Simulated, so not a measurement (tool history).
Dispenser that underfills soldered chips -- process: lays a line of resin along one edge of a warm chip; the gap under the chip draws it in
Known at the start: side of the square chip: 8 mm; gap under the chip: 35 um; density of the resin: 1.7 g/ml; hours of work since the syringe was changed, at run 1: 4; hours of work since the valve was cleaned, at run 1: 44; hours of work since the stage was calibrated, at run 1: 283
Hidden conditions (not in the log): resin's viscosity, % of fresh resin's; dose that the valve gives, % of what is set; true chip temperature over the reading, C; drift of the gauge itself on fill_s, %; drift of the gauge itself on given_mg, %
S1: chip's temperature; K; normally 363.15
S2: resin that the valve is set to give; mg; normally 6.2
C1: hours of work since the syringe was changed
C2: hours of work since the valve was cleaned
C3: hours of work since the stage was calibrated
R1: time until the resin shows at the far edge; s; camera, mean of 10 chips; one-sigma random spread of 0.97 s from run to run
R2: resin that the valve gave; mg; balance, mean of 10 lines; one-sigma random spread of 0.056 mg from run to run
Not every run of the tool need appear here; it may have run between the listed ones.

| run | hour | S1 | S2 | C1 | C2 | C3 | R1 | R2 |
|---|---|---|---|---|---|---|---|---|
| 1 | 0 | 363.15 | 6.2 | 4 | 44 | 283 | 100.6 | 5.99 |
|  | 3.6 | new syringe of resin |
| 2 | 5.6 | 363.15 | 6.2 | 2 | 48 | 287 | 91.4 | 5.96 |
|  | 12.4 | new syringe of resin |
| 3 | 14.1 | 366.15 | 6.2 | 1 | 54 | 294 | 82.1 | 5.94 |
| 4 | 20 | 366.15 | 6.2 | 6 | 59 | 298 | 95.3 | 5.85 |
|  | 20.9 | new syringe of resin |
| 5 | 27.9 | 363.15 | 6.2 | 5 | 65 | 304 | 104.4 | 5.84 |
|  | 29.4 | new syringe of resin |
| 6 | 35.1 | 363.15 | 6.2 | 4 | 70 | 309 | 101.9 | 5.8 |
|  | 37.7 | new syringe of resin |
| 7 | 42.5 | 363.15 | 6.46 | 4 | 75 | 315 | 98.9 | 6.11 |
|  | 46.2 | new syringe of resin |
| 8 | 49.5 | 355.15 | 7.25 | 2 | 80 | 320 | 134.7 | 6.91 |
|  | 54.6 | new syringe of resin |
| 9 | 56.5 | 355.15 | 5.7 | 1 | 86 | 325 | 139.1 | 5.3 |
| 10 | 62.1 | 363.15 | 6.53 | 6 | 90 | 329 | 105.8 | 5.97 |
|  | 63 | new syringe of resin |
|  | 71.1 | new syringe of resin |
| 11 | 71.2 | 352.15 | 7.53 | 0 | 96 | 336 | 145.3 | 6.81 |
| 12 | 75.1 | 351.15 | 7.16 | 3 | 99 | 339 | 167.1 | 6.55 |
|  | 79.3 | new syringe of resin |
| 13 | 79.8 | 351.15 | 7.16 | 0 | 103 | 342 | 158.7 | 6.53 |
|  | 87.6 | new syringe of resin |
| 14 | 88.7 | 354.15 | 6.77 | 1 | 109 | 349 | 138.6 | 6.23 |

Hidden state or all else? Some run-to-run changes of R1, split into what the settings, what came in and random variation would give without the hidden state, and what is left for the hidden state (with any gauge scatter that isn't in both results):
Run 10 -> 11: S1 363.15 -> 352.15, S2 6.53 -> 7.53, new syringe of resin, new syringe of resin. R1 +39.5 s: hidden state -23.1, all else +62.6.
